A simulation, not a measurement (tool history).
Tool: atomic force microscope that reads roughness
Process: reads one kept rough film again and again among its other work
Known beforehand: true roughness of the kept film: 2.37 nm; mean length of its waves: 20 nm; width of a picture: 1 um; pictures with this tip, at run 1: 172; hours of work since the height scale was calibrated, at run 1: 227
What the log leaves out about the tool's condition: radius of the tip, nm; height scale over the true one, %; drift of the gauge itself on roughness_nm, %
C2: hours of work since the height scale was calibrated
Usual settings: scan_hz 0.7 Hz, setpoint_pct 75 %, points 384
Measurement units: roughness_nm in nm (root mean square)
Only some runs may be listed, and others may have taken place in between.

run 1 hour=0 | scan_hz=0.7 setpoint_pct=75 points=384 | pictures_with_this_tip=172 C2=227 | roughness_nm=1.338
run 2 hour=12.2 | scan_hz=0.7 setpoint_pct=75 points=384 | pictures_with_this_tip=182 C2=232 | roughness_nm=1.333
run 3 hour=17.7 | scan_hz=0.7 setpoint_pct=75 points=384 | pictures_with_this_tip=186 C2=235 | roughness_nm=1.312
run 4 hour=23.5 | scan_hz=0.7 setpoint_pct=75 points=384 | pictures_with_this_tip=191 C2=238 | roughness_nm=1.31
run 5 hour=32.3 | scan_hz=0.7 setpoint_pct=75 points=384 | pictures_with_this_tip=197 C2=242 | roughness_nm=1.303
run 6 hour=39 | scan_hz=0.7 setpoint_pct=75 points=384 | pictures_with_this_tip=203 C2=245 | roughness_nm=1.293
run 7 hour=50.5 | scan_hz=0.7 setpoint_pct=79 points=384 | pictures_with_this_tip=212 C2=250 | roughness_nm=1.263
run 8 hour=59.3 | scan_hz=0.7 setpoint_pct=79 points=384 | pictures_with_this_tip=218 C2=254 | roughness_nm=1.255
run 9 hour=64.9 | scan_hz=3.182 setpoint_pct=75 points=384 | pictures_with_this_tip=223 C2=257 | roughness_nm=1.057
run 10 hour=76.6 | scan_hz=3.182 setpoint_pct=75 points=384 | pictures_with_this_tip=232 C2=262 | roughness_nm=1.048
run 11 hour=87.4 | scan_hz=3.182 setpoint_pct=75 points=865 | pictures_with_this_tip=240 C2=267 | roughness_nm=1.052
run 12 hour=94.7 | scan_hz=3.182 setpoint_pct=60 points=865 | pictures_with_this_tip=246 C2=271 | roughness_nm=1.173
run 13 hour=100.6 | scan_hz=3.182 setpoint_pct=60 points=865 | pictures_with_this_tip=251 C2=274 | roughness_nm=1.194
run 14 hour=107.2 | scan_hz=3.182 setpoint_pct=60 points=865 | pictures_with_this_tip=256 C2=277 | roughness_nm=1.175
run 15 hour=117.5 | scan_hz=0.7 setpoint_pct=75 points=384 | pictures_with_this_tip=264 C2=282 | roughness_nm=1.193
run 16 hour=127.6 | scan_hz=0.7 setpoint_pct=75 points=384 | pictures_with_this_tip=271 C2=286 | roughness_nm=1.192
run 17 hour=134.6 | scan_hz=0.7 setpoint_pct=75 points=384 | pictures_with_this_tip=277 C2=289 | roughness_nm=1.182
run 18 hour=141.9 | scan_hz=0.7 setpoint_pct=75 points=384 | pictures_with_this_tip=283 C2=293 | roughness_nm=1.176
run 19 hour=150.5 | scan_hz=0.7 setpoint_pct=86 points=384 | pictures_with_this_tip=289 C2=297 | roughness_nm=1.121
run 20 hour=162.1 | scan_hz=0.7 setpoint_pct=86 points=384 | pictures_with_this_tip=298 C2=302 | roughness_nm=1.103
run 21 hour=174.6 | scan_hz=0.831 setpoint_pct=75 points=384 | pictures_with_this_tip=308 C2=308 | roughness_nm=1.121
run 22 hour=180.5 | scan_hz=0.7 setpoint_pct=75 points=828 | pictures_with_this_tip=312 C2=311 | roughness_nm=1.154
run 23 hour=191.4 | scan_hz=0.7 setpoint_pct=75 points=828 | pictures_with_this_tip=321 C2=316 | roughness_nm=1.136
run 24 hour=200.5 | scan_hz=0.7 setpoint_pct=79 points=828 | pictures_with_this_tip=328 C2=320 | roughness_nm=1.11
-- hour=203.6 new tip fitted
run 25 hour=208.8 | scan_hz=0.591 setpoint_pct=78 points=472 | pictures_with_this_tip=4 C2=324 | roughness_nm=1.795
run 26 hour=216.9 | scan_hz=0.591 setpoint_pct=78 points=472 | pictures_with_this_tip=10 C2=328 | roughness_nm=1.765
run 27 hour=226.5 | scan_hz=0.858 setpoint_pct=78 points=472 | pictures_with_this_tip=18 C2=332 | roughness_nm=1.705
run 28 hour=235.4 | scan_hz=0.858 setpoint_pct=78 points=472 | pictures_with_this_tip=25 C2=336 | roughness_nm=1.681
run 29 hour=241.4 | scan_hz=0.7 setpoint_pct=69 points=384 | pictures_with_this_tip=29 C2=339 | roughness_nm=1.724
run 30 hour=253.1 | scan_hz=0.883 setpoint_pct=60 points=360 | pictures_with_this_tip=38 C2=345 | roughness_nm=1.71
run 31 hour=262.3 | scan_hz=2.26 setpoint_pct=60 points=360 | pictures_with_this_tip=46 C2=349 | roughness_nm=1.624
run 32 hour=272.8 | scan_hz=2.26 setpoint_pct=60 points=360 | pictures_with_this_tip=54 C2=354 | roughness_nm=1.604
run 33 hour=283.7 | scan_hz=0.965 setpoint_pct=75 points=436 | pictures_with_this_tip=62 C2=359 | roughness_nm=1.592
run 34 hour=289.3 | scan_hz=0.965 setpoint_pct=75 points=436 | pictures_with_this_tip=67 C2=362 | roughness_nm=1.566
run 35 hour=297 | scan_hz=0.965 setpoint_pct=75 points=436 | pictures_with_this_tip=73 C2=365 | roughness_nm=1.562
run 36 hour=307.4 | scan_hz=0.7 setpoint_pct=82 points=286 | pictures_with_this_tip=81 C2=370 | roughness_nm=1.509
run 37 hour=315.2 | scan_hz=2.339 setpoint_pct=75 points=572 | pictures_with_this_tip=87 C2=374 | roughness_nm=1.39
run 38 hour=325.2 | scan_hz=2.339 setpoint_pct=75 points=572 | pictures_with_this_tip=94 C2=378 | roughness_nm=1.373
run 39 hour=331.7 | scan_hz=0.7 setpoint_pct=75 points=660 | pictures_with_this_tip=99 C2=381 | roughness_nm=1.527
run 40 hour=342.8 | scan_hz=0.7 setpoint_pct=75 points=660 | pictures_with_this_tip=108 C2=387 | roughness_nm=1.509
run 41 hour=349.5 | scan_hz=0.526 setpoint_pct=87 points=908 | pictures_with_this_tip=113 C2=390 | roughness_nm=1.479
run 42 hour=355 | scan_hz=0.526 setpoint_pct=87 points=908 | pictures_with_this_tip=118 C2=392 | roughness_nm=1.465
run 43 hour=364.9 | scan_hz=0.526 setpoint_pct=87 points=353 | pictures_with_this_tip=125 C2=397 | roughness_nm=1.423
run 44 hour=377.3 | scan_hz=0.961 setpoint_pct=65 points=383 | pictures_with_this_tip=135 C2=403 | roughness_nm=1.458
run 45 hour=388 | scan_hz=0.961 setpoint_pct=65 points=383 | pictures_with_this_tip=143 C2=408 | roughness_nm=1.442
run 46 hour=401.3 | scan_hz=1.108 setpoint_pct=75 points=594 | pictures_with_this_tip=153 C2=414 | roughness_nm=1.374
run 47 hour=412.8 | scan_hz=1.108 setpoint_pct=75 points=594 | pictures_with_this_tip=162 C2=419 | roughness_nm=1.357
run 48 hour=418.6 | scan_hz=2.125 setpoint_pct=75 points=433 | pictures_with_this_tip=167 C2=422 | roughness_nm=1.248

4 ways to go on from here, each from the tool as it stands after run 48. What would each give?
run A hour=424.9 | scan_hz=0.832 setpoint_pct=75 points=384 | pictures_with_this_tip=172 C2=425 | roughness_nm=?
run B hour=424.9 | scan_hz=0.916 setpoint_pct=72 points=387 | pictures_with_this_tip=172 C2=425 | roughness_nm=?
run C hour=424.9 | scan_hz=0.516 setpoint_pct=58 points=342 | pictures_with_this_tip=172 C2=425 | roughness_nm=?
run D hour=424.9 | scan_hz=0.901 setpoint_pct=60 points=433 | pictures_with_this_tip=172 C2=425 | roughness_nm=?

run=A roughness_nm=1.352
run=B roughness_nm=1.36
run=C roughness_nm=1.419
run=D roughness_nm=1.405
The same runs, with their run-to-run variation unchanged, on a tool lacking any hidden condition would have given:
run=A roughness_nm=1.769
run=B roughness_nm=1.78
run=C roughness_nm=1.858
run=D roughness_nm=1.839
